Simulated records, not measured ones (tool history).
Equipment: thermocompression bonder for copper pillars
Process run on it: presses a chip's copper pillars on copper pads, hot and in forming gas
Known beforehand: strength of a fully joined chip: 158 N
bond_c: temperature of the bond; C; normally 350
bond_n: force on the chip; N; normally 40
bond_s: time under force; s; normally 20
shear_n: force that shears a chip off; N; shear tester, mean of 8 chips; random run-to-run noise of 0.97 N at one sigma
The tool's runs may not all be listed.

run 1 hour=0 | bond_c=350 bond_n=40 bond_s=20 | shear_n=79.1
run 2 hour=12.4 | bond_c=350 bond_n=40 bond_s=20 | shear_n=78.4
run 3 hour=29.4 | bond_c=350 bond_n=28 bond_s=20 | shear_n=62.6
run 4 hour=44.2 | bond_c=350 bond_n=28 bond_s=20 | shear_n=60.3
run 5 hour=62.3 | bond_c=321 bond_n=40 bond_s=20 | shear_n=57.5
run 6 hour=79.2 | bond_c=321 bond_n=40 bond_s=20 | shear_n=57.9
run 7 hour=90.7 | bond_c=350 bond_n=40 bond_s=20 | shear_n=77.4
-- hour=109.4 forming gas filter changed
run 8 hour=110.4 | bond_c=350 bond_n=40 bond_s=14 | shear_n=74.8
run 9 hour=120 | bond_c=350 bond_n=40 bond_s=14 | shear_n=74.3
run 10 hour=132.5 | bond_c=350 bond_n=28 bond_s=20 | shear_n=65
run 11 hour=143.9 | bond_c=350 bond_n=28 bond_s=20 | shear_n=64.5
run 12 hour=157.7 | bond_c=350 bond_n=40 bond_s=20 | shear_n=81.6
run 13 hour=178.5 | bond_c=350 bond_n=40 bond_s=20 | shear_n=82.8
run 14 hour=187.3 | bond_c=350 bond_n=40 bond_s=20 | shear_n=83.5
run 15 hour=207.7 | bond_c=350 bond_n=40 bond_s=20 | shear_n=83.3
run 16 hour=225.4 | bond_c=350 bond_n=52 bond_s=20 | shear_n=98
run 17 hour=238.5 | bond_c=329 bond_n=25 bond_s=20 | shear_n=45.8
run 18 hour=255 | bond_c=329 bond_n=25 bond_s=20 | shear_n=46.3
run 19 hour=272.3 | bond_c=327 bond_n=40 bond_s=39 | shear_n=81.1
run 20 hour=283.9 | bond_c=379 bond_n=28 bond_s=39 | shear_n=103.7
run 21 hour=294 | bond_c=378 bond_n=52 bond_s=39 | shear_n=135.5
run 22 hour=306.2 | bond_c=370 bond_n=40 bond_s=49 | shear_n=120.3

Run 23 is up next; what results do you expect?
run 23 hour=317.7 | bond_c=370 bond_n=40 bond_s=49 | shear_n=?

Logged for run 23: shear_n 122.8 N.
Were there no unlogged condition in the tool, this run, its random variation unchanged, would have produced shear_n 128.5 N.

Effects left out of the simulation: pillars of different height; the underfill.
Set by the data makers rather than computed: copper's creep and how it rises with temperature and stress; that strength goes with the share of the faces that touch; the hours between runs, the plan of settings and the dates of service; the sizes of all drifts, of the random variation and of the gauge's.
